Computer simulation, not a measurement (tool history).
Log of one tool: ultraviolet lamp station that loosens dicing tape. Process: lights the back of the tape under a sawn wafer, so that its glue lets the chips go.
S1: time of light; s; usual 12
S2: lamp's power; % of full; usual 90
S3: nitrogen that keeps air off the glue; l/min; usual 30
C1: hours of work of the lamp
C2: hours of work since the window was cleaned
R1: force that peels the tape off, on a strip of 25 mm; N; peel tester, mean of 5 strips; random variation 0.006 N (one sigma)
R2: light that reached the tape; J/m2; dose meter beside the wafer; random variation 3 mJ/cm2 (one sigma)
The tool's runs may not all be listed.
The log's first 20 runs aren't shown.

run,hour,S1,S2,S3,C1,C2,R1,R2
21,563.1,12,90,30,440,153,0.237,3860
22,589.4,12,90,27,451,164,0.253,3800
23,623.1,12,90,27,465,178,0.248,3790
24,656.1,12,78,27,479,192,0.378,3250
25,681.4,12,62,30,489,203,0.653,2610
26,702.2,19,97,43,498,212,0.088,6380
27,727.7,17,99,36,509,222,0.104,5830
28,755.1,17,99,36,520,234,0.091,5710
29,783.1,18,90,30,532,246,0.113,5490
30,803.1,18,90,30,541,254,0.114,5390
31,825.3,8,79,52,550,263,0.846,2110
32,846.5,11,72,22,559,272,0.727,2690
33,874.6,13,90,44,571,284,0.193,3830
34,909.9,23,90,11,585,299,0.113,6800
35,944.7,6,64,30,600,314,2.508,1280
36,965.5,6,64,30,609,322,2.61,1290
37,991,7,90,24,619,333,1.211,2040
38,1013.3,18,69,30,629,342,0.212,4070
39,1047.1,23,76,22,643,357,0.112,5620
40,1069.1,14,78,23,652,366,0.332,3480
41,1102.2,12,78,37,666,380,0.433,2970
42,1130.2,12,98,35,678,391,0.251,3700

Forecast each of these 3 alternatives for the next run:
A,1149,6,90,17,686,399,?,?
B,1149,12,98,47,686,399,?,?
C,1149,12,79,30,686,399,?,?

run,R1,R2
A,1.892,1670
B,0.202,3730
C,0.461,2960
Without the tool's hidden state the same runs would have given:
run,R1,R2
A,1.199,2170
B,0.109,4840
C,0.23,3850
